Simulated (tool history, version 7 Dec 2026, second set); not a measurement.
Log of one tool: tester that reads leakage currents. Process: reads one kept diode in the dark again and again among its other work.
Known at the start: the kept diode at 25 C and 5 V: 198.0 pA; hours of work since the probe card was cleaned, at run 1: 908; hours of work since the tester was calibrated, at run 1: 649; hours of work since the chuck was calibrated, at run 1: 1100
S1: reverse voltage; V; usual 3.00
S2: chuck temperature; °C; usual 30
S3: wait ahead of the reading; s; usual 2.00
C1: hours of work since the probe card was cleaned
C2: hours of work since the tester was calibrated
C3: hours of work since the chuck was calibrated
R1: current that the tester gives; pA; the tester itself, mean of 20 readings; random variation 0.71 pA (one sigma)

| run | day | S1 | S2 | S3 | C1 | C2 | C3 | R1 |
|---|---|---|---|---|---|---|---|---|
| 1 | 0.000 | 3.00 | 30 | 2.00 | 908 | 649 | 1100 | 236.55 |
| 2 | 1.479 | 3.00 | 30 | 2.00 | 924 | 665 | 1115 | 237.65 |
| 3 | 3.062 | 3.00 | 30 | 2.00 | 940 | 681 | 1132 | 235.53 |
| 4 | 4.250 | 3.00 | 30 | 2.00 | 953 | 694 | 1145 | 236.63 |
| 5 | 5.483 | 3.00 | 30 | 2.00 | 966 | 707 | 1157 | 236.13 |
| 6 | 6.812 | 3.00 | 30 | 2.00 | 980 | 721 | 1171 | 236.34 |
| 7 | 8.496 | 3.00 | 30 | 7.10 | 997 | 739 | 1189 | 236.93 |
| 8 | 9.954 | 3.00 | 30 | 7.10 | 1013 | 754 | 1204 | 237.79 |
| 9 | 11.471 | 3.00 | 30 | 7.10 | 1029 | 770 | 1220 | 236.54 |
| 10 | 12.408 | 3.00 | 30 | 7.10 | 1039 | 780 | 1230 | 236.01 |
| 11 | 14.088 | 3.00 | 30 | 7.10 | 1056 | 797 | 1248 | 236.47 |
| 12 | 15.742 | 3.00 | 30 | 2.00 | 1074 | 815 | 1265 | 236.09 |
| 13 | 17.321 | 3.00 | 29 | 2.00 | 1090 | 831 | 1282 | 216.12 |
| 14 | 18.200 | 3.00 | 29 | 2.00 | 1099 | 841 | 1291 | 216.08 |
| 15 | 19.288 | 8.64 | 30 | 2.00 | 1111 | 852 | 1303 | 426.66 |
| 16 | 20.962 | 8.64 | 30 | 2.00 | 1128 | 870 | 1320 | 425.11 |
| 17 | 22.454 | 8.64 | 30 | 2.00 | 1144 | 885 | 1336 | 425.65 |
| 18 | 23.312 | 8.64 | 30 | 2.00 | 1153 | 894 | 1345 | 425.16 |
| 19 | 24.104 | 3.00 | 30 | 2.00 | 1161 | 903 | 1353 | 237.05 |
| 20 | 25.142 | 3.00 | 30 | 2.00 | 1172 | 914 | 1364 | 237.02 |
| 21 | 25.908 | 3.00 | 29 | 0.51 | 1180 | 922 | 1372 | 215.87 |
| 22 | 27.454 | 3.00 | 29 | 5.10 | 1197 | 938 | 1388 | 215.45 |
| 23 | 28.983 | 3.00 | 29 | 5.10 | 1213 | 954 | 1404 | 216.73 |
| 24 | 30.521 | 1.38 | 29 | 0.42 | 1229 | 970 | 1421 | 140.07 |
| 25 | 31.683 | 1.38 | 29 | 0.42 | 1241 | 982 | 1433 | 140.19 |
| 26 | 32.758 | 4.66 | 28 | 1.23 | 1252 | 994 | 1444 | 251.66 |
| 27 | 33.821 | 3.00 | 30 | 7.93 | 1264 | 1005 | 1455 | 235.55 |
| 28 | 35.396 | 2.79 | 30 | 0.36 | 1280 | 1021 | 1472 | 229.03 |
| 29 | 36.767 | 12.53 | 50 | 0.58 | 1295 | 1036 | 1486 | 2852.00 |
| 30 | 38.225 | 1.73 | 21 | 2.00 | 1310 | 1051 | 1502 | 75.32 |
| 31 | 39.058 | 1.73 | 21 | 2.51 | 1319 | 1060 | 1510 | 75.51 |
| 32 | 39.879 | 9.95 | 31 | 2.00 | 1327 | 1068 | 1519 | 505.39 |
| 33 | 41.579 | 9.95 | 31 | 2.00 | 1345 | 1086 | 1537 | 505.96 |
| 34 | 42.529 | 2.73 | 48 | 2.54 | 1355 | 1096 | 1547 | 1049.32 |

The next listed run, before its measurement:
| 35 | 43.754 | 17.81 | 50 | 0.64 | 1368 | 1109 | 1560 | ? |

Run 35 gave R1 3499.04 pA.
Without the tool's hidden state the same run would have given R1 3495.78 pA.

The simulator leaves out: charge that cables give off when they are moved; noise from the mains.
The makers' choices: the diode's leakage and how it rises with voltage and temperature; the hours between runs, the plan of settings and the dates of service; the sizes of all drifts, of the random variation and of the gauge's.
